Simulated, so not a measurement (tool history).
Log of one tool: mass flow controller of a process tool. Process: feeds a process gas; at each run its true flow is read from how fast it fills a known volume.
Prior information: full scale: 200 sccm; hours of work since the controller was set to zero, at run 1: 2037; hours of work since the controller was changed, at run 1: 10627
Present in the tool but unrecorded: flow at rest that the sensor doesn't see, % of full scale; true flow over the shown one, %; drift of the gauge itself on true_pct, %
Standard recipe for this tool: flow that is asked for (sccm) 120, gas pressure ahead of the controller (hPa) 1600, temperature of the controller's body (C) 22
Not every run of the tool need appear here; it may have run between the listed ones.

run	day	flow that is asked for (sccm)	gas pressure ahead of the controller (hPa)	temperature of the controller's body (C)	hours of work since the controller was set to zero	hours of work since the controller was changed	true flow (%)
1	0	120	1600	22	2037	10627	98.89
2	8.988	96	1600	22	2191	10781	99.09
3	17.112	96	1600	22	2330	10921	99.02
# day 28.971: controller exchanged for a calibrated one
4	28.971	120	1600	25	0	0	99.52
5	40.658	120	1600	22	200	200	99.4
6	48.688	120	1720	22	338	338	99.6
7	59.767	83	1600	22	528	528	99.32
8	67.058	120	1600	21	653	653	99.64
9	77.404	120	1600	21	830	830	99.67
10	88.033	120	1600	21	1012	1012	99.89
11	101.788	120	1600	21	1248	1248	99.94
12	117.35	120	1600	21	1515	1515	100.36
13	127.442	136	1600	22	1688	1688	100.4
14	136.458	136	1600	22	1842	1842	100.52
15	151.975	51	2070	22	2108	2108	100.46
16	165.029	51	2070	22	2332	2332	100.54
17	179.804	23	2290	22	2585	2585	100.79
18	193.242	23	2290	22	2816	2816	100.89
19	208.696	39	1560	22	3081	3081	100.74
20	216.762	120	2370	25	3219	3219	101.89
21	231.904	120	1470	38	3478	3478	102.61
# day 233.683: gauge calibrated
22	245.346	120	2300	29	3709	3709	100.11
23	259.517	129	1840	34	3952	3952	100.28

3 options for the next run, each taken on its own from the tool as it stands now. Forecast them:
A	271.992	29	2130	35	4166	4166	?
B	271.992	120	1460	22	4166	4166	?
C	271.992	33	1600	21	4166	4166	?

run	true flow (%)
A	100.17
B	99.22
C	98.86
With no hidden state in the tool, these same runs would have given:
run	true flow (%)
A	99.76
B	98.83
C	98.46

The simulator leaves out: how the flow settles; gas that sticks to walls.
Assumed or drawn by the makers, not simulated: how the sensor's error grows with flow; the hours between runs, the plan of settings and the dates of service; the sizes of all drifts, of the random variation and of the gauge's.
